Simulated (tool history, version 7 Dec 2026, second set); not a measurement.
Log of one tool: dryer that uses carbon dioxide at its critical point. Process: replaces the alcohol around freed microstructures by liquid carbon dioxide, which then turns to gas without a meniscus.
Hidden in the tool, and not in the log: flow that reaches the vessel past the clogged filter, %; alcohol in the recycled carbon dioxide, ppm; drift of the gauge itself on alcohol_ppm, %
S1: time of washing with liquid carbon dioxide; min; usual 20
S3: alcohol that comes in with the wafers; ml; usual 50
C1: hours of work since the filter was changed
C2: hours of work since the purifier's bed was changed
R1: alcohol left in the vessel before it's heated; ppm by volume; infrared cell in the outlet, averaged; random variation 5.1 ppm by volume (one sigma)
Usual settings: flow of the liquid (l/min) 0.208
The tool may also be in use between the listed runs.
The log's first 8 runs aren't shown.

run 9 hour=97.0 | S1=13 flow_of_the_liquid_(l/min)=0.208 S3=50 | C1=450 C2=163 | R1=1325
-- hour=110.1 inlet filter changed
run 10 hour=114.7 | S1=13 flow_of_the_liquid_(l/min)=0.208 S3=50 | C1=3 C2=175 | R1=795
run 11 hour=132.4 | S1=20 flow_of_the_liquid_(l/min)=0.208 S3=37 | C1=17 C2=188 | R1=72
run 12 hour=146.7 | S1=20 flow_of_the_liquid_(l/min)=0.153 S3=50 | C1=27 C2=199 | R1=495
run 13 hour=165.2 | S1=20 flow_of_the_liquid_(l/min)=0.153 S3=50 | C1=41 C2=213 | R1=515
run 14 hour=174.1 | S1=20 flow_of_the_liquid_(l/min)=0.153 S3=50 | C1=48 C2=220 | R1=500
run 15 hour=191.9 | S1=20 flow_of_the_liquid_(l/min)=0.208 S3=28 | C1=61 C2=233 | R1=74
run 16 hour=208.0 | S1=20 flow_of_the_liquid_(l/min)=0.208 S3=28 | C1=73 C2=245 | R1=89
run 17 hour=222.1 | S1=20 flow_of_the_liquid_(l/min)=0.208 S3=50 | C1=84 C2=256 | R1=117
run 18 hour=239.8 | S1=25 flow_of_the_liquid_(l/min)=0.208 S3=50 | C1=97 C2=269 | R1=65
run 19 hour=254.9 | S1=20 flow_of_the_liquid_(l/min)=0.130 S3=50 | C1=108 C2=280 | R1=1253
run 20 hour=262.5 | S1=20 flow_of_the_liquid_(l/min)=0.130 S3=50 | C1=114 C2=286 | R1=1222
run 21 hour=274.2 | S1=20 flow_of_the_liquid_(l/min)=0.130 S3=50 | C1=123 C2=295 | R1=1271
run 22 hour=289.9 | S1=20 flow_of_the_liquid_(l/min)=0.130 S3=50 | C1=135 C2=306 | R1=1230
run 23 hour=307.6 | S1=20 flow_of_the_liquid_(l/min)=0.130 S3=50 | C1=148 C2=320 | R1=1292
run 24 hour=323.5 | S1=21 flow_of_the_liquid_(l/min)=0.183 S3=69 | C1=160 C2=331 | R1=249
run 25 hour=342.4 | S1=13 flow_of_the_liquid_(l/min)=0.151 S3=81 | C1=174 C2=346 | R1=5720
run 26 hour=350.8 | S1=18 flow_of_the_liquid_(l/min)=0.237 S3=23 | C1=180 C2=352 | R1=98

The next listed run, before its measurement:
run 27 hour=366.8 | S1=18 flow_of_the_liquid_(l/min)=0.129 S3=98 | C1=192 C2=364 | R1=?

Run 27 gave R1 4057 ppm by volume.
Without the tool's hidden state the same run would have given R1 3266 ppm by volume.
